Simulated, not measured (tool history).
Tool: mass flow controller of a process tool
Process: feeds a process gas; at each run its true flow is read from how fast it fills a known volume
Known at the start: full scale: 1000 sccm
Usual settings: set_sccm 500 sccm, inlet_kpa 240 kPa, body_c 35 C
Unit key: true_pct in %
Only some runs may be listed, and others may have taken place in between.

run	day	set_sccm	inlet_kpa	body_c	true_pct
1	0	500	240	35	98.85
2	2.346	500	240	35	98.78
3	4.562	500	236	35	98.72
4	6	500	240	35	98.86
5	7.883	251	240	35	98.32
6	9.246	500	240	35	98.89
7	11.808	500	240	35	98.67
8	14.146	500	240	35	98.58
9	16.362	500	240	33	98.59
10	18.529	500	240	35	98.47
11	21.417	667	240	35	98.68
12	23.292	667	240	35	98.72
13	25.133	500	214	35	98.57
14	27.242	500	240	35	98.34
15	28.646	500	240	35	98.41
16	31.325	500	240	35	98.38
17	33.238	500	240	35	98.22
18	35.883	500	240	21	98.9
19	37.954	500	240	21	98.88
20	39.612	500	240	21	98.79
21	41.483	500	240	21	98.81
22	43.154	500	240	35	98.08
# day 43.283: gauge calibrated
23	44.696	102	240	35	98.45
24	46	500	240	35	98.82
25	48.212	500	240	35	98.97
26	51.088	500	240	27	99.07
27	53.55	509	230	25	99.1
28	56.233	239	179	35	98.56
29	58.779	239	179	35	98.59
30	61.779	173	240	38	97.99
31	64.433	258	203	25	98.7
32	66.192	177	141	38	98.28
33	68.271	155	226	35	98.06
34	71.017	529	220	24	99.05
35	73.417	137	172	35	98.11
36	74.804	137	172	35	98.04
37	76.246	137	172	35	98.06
38	77.588	108	201	32	98.23
39	80.262	108	216	27	98.35
40	82.875	108	216	27	98.29
# day 84.104: gauge calibrated
41	84.658	500	215	22	99.53
42	86.325	241	251	33	98.74
43	89.088	241	251	33	98.56
44	90.942	113	156	28	98.98
45	93.362	113	156	28	98.74
46	96.075	509	240	25	99.17
47	98.212	330	240	37	98.36
48	100.392	263	163	22	99.19

Alternative continuations, all from the tool just after run 48; predict every row:
A	103.342	366	240	36	?
B	103.342	102	240	35	?
C	103.342	263	163	26	?

run	true_pct
A	98.29
B	98.1
C	98.87
The same runs, with their run-to-run variation unchanged, on a tool lacking any hidden condition would have given:
run	true_pct
A	98.64
B	98.45
C	99.22
